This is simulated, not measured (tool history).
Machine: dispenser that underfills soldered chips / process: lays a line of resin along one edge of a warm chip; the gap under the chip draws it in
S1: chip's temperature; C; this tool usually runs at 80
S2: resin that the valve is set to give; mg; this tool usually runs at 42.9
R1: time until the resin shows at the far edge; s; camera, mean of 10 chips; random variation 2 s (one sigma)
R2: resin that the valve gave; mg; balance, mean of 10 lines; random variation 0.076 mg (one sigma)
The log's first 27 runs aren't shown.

-- day=13.083 new syringe of resin
-- day=13.329 dispensing valve cleaned and set on the balance
run 28 day=13.383 | S1=94 S2=37.5 | R1=154.8 R2=37.49
run 29 day=13.775 | S1=72 S2=49.5 | R1=712.1 R2=49.28
-- day=13.825 new syringe of resin
run 30 day=14.158 | S1=72 S2=49.5 | R1=433.3 R2=49.03
-- day=14.492 new syringe of resin
run 31 day=14.704 | S1=72 S2=49.5 | R1=347.8 R2=48.89
-- day=15.167 new syringe of resin
run 32 day=15.321 | S1=72 S2=49.5 | R1=322.9 R2=48.67
run 33 day=15.788 | S1=79 S2=37.2 | R1=506.9 R2=36.57
-- day=15.846 new syringe of resin
run 34 day=16.271 | S1=66 S2=42.5 | R1=645.8 R2=41.37
-- day=16.354 dispensing valve cleaned and set on the balance
-- day=16.583 new syringe of resin
run 35 day=17.004 | S1=79 S2=54.3 | R1=347.6 R2=54.15
-- day=17.296 new syringe of resin
run 36 day=17.442 | S1=73 S2=41.1 | R1=307.4 R2=40.73

Forecast each of these 3 alternatives for the next run:
run A day=17.825 | S1=73 S2=52.0 | R1=? R2=?
run B day=17.825 | S1=86 S2=42.9 | R1=? R2=?
run C day=17.825 | S1=80 S2=50.2 | R1=? R2=?

run=A R1=535.6 R2=51.40
run=B R1=307.3 R2=42.35
run=C R1=394.5 R2=49.67
Without the tool's unlogged condition, the same runs would have read:
run=A R1=263.8 R2=51.95
run=B R1=150.1 R2=42.81
run=C R1=193.5 R2=50.21

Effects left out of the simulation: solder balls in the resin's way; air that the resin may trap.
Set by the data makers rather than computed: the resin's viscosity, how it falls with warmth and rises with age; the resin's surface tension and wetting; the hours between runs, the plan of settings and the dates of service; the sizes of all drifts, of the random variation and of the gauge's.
